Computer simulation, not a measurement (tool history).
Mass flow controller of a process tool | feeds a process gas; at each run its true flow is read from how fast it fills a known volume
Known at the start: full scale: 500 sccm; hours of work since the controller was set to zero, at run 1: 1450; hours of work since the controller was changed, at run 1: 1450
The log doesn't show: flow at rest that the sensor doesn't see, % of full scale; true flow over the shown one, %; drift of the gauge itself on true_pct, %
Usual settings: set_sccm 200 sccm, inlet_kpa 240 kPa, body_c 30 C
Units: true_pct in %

| run | hour | set_sccm | inlet_kpa | body_c | hours of work since the controller was set to zero | hours of work since the controller was changed | true_pct |
|---|---|---|---|---|---|---|---|
| 1 | 0.0 | 200 | 240 | 30 | 1450 | 1450 | 100.24 |
| 2 | 67.4 | 200 | 240 | 38 | 1491 | 1491 | 100.44 |
| 3 | 191.3 | 200 | 240 | 36 | 1566 | 1566 | 100.54 |
| 4 | 287.5 | 200 | 169 | 30 | 1624 | 1624 | 100.21 |
| 5 | 356.7 | 109 | 240 | 30 | 1666 | 1666 | 100.50 |
| 6 | 440.5 | 109 | 240 | 30 | 1717 | 1717 | 100.53 |
| 7 | 567.6 | 200 | 240 | 30 | 1794 | 1794 | 100.23 |
| 8 | 696.8 | 200 | 240 | 30 | 1873 | 1873 | 100.34 |
| 9 | 767.9 | 200 | 240 | 30 | 1916 | 1916 | 100.29 |
| 10 | 833.3 | 200 | 240 | 21 | 1955 | 1955 | 99.84 |
| 11 | 951.8 | 200 | 240 | 21 | 2027 | 2027 | 99.72 |
| 12 | 1079.5 | 200 | 240 | 21 | 2105 | 2105 | 99.74 |
| 13 | 1185.1 | 200 | 240 | 21 | 2169 | 2169 | 99.83 |
| 14 | 1279.1 | 200 | 240 | 21 | 2226 | 2226 | 99.73 |
| 15 | 1377.5 | 200 | 240 | 21 | 2285 | 2285 | 99.93 |
| 16 | 1494.6 | 200 | 240 | 21 | 2356 | 2356 | 99.77 |
| 17 | 1604.1 | 200 | 267 | 30 | 2423 | 2423 | 100.35 |
| 18 | 1724.7 | 200 | 267 | 28 | 2496 | 2496 | 100.40 |
| 19 | 1846.2 | 200 | 267 | 28 | 2569 | 2569 | 100.38 |
| 20 | 1957.9 | 200 | 267 | 28 | 2637 | 2637 | 100.40 |
| 21 | 2118.4 | 200 | 267 | 28 | 2734 | 2734 | 100.51 |
| 22 | 2203.1 | 200 | 267 | 28 | 2786 | 2786 | 100.46 |
| 23 | 2291.4 | 200 | 240 | 30 | 2839 | 2839 | 100.44 |
| 24 | 2361.4 | 200 | 240 | 30 | 2882 | 2882 | 100.63 |
| 25 | 2440.9 | 469 | 261 | 30 | 2930 | 2930 | 100.47 |
| 26 | 2563.2 | 266 | 202 | 30 | 3004 | 3004 | 100.25 |
| 27 | 2703.5 | 266 | 195 | 30 | 3089 | 3089 | 100.29 |
| 28 | 2819.0 | 390 | 148 | 30 | 3159 | 3159 | 100.12 |
| 29 | 2948.7 | 306 | 173 | 30 | 3238 | 3238 | 100.49 |
| 30 | 3093.6 | 306 | 177 | 30 | 3326 | 3326 | 100.22 |
| 31 | 3252.0 | 439 | 230 | 27 | 3422 | 3422 | 100.26 |
| 32 | 3388.3 | 89 | 275 | 27 | 3504 | 3504 | 102.02 |
| 33 | 3502.9 | 488 | 275 | 24 | 3574 | 3574 | 100.14 |
| 34 | 3632.4 | 488 | 182 | 24 | 3652 | 3652 | 100.14 |
| 35 | 3760.4 | 200 | 240 | 31 | 3730 | 3730 | 100.71 |
| 36 | 3845.4 | 195 | 142 | 25 | 3782 | 3782 | 100.37 |
| 37 | 4003.3 | 52 | 170 | 25 | 3877 | 3877 | 104.11 |
| 38 | 4152.2 | 200 | 143 | 30 | 3968 | 3968 | 100.76 |
| 39 | 4249.2 | 139 | 248 | 38 | 4026 | 4026 | 101.89 |
| 40 | 4385.8 | 139 | 248 | 38 | 4109 | 4109 | 101.85 |
| 41 | 4512.0 | 139 | 248 | 38 | 4186 | 4186 | 102.08 |
| 42 | 4643.6 | 139 | 248 | 38 | 4266 | 4266 | 101.94 |
| 43 | 4777.2 | 139 | 248 | 38 | 4346 | 4346 | 102.06 |
| 44 | 4929.8 | 112 | 240 | 34 | 4439 | 4439 | 102.42 |
| 45 | 5019.3 | 112 | 240 | 34 | 4493 | 4493 | 102.33 |
| 46 | 5160.5 | 112 | 240 | 34 | 4579 | 4579 | 102.41 |
| 47 | 5276.1 | 112 | 240 | 34 | 4649 | 4649 | 102.46 |

Measured less the same run without the tool's hidden state. The same run-to-run variation is in both; the gauge's scatter may not be:
| run | true_pct |
|---|---|
| 1 | +0.35 |
| 2 | +0.36 |
| 3 | +0.38 |
| 4 | +0.39 |
| 5 | +0.92 |
| 6 | +0.94 |
| 7 | +0.44 |
| 8 | +0.46 |
| 9 | +0.47 |
| 10 | +0.48 |
| 11 | +0.50 |
| 12 | +0.53 |
| 13 | +0.55 |
| 14 | +0.56 |
| 15 | +0.58 |
| 16 | +0.60 |
| 17 | +0.61 |
| 18 | +0.64 |
| 19 | +0.65 |
| 20 | +0.67 |
| 21 | +0.70 |
| 22 | +0.72 |
| 23 | +0.73 |
| 24 | +0.74 |
| 25 | +0.14 |
| 26 | +0.51 |
| 27 | +0.52 |
| 28 | +0.26 |
| 29 | +0.43 |
| 30 | +0.45 |
| 31 | +0.21 |
| 32 | +2.51 |
| 33 | +0.17 |
| 34 | +0.17 |
| 35 | +0.97 |
| 36 | +1.03 |
| 37 | +5.02 |
| 38 | +1.05 |
| 39 | +1.70 |
| 40 | +1.74 |
| 41 | +1.78 |
| 42 | +1.82 |
| 43 | +1.85 |
| 44 | +2.46 |
| 45 | +2.49 |
| 46 | +2.54 |
| 47 | +2.58 |
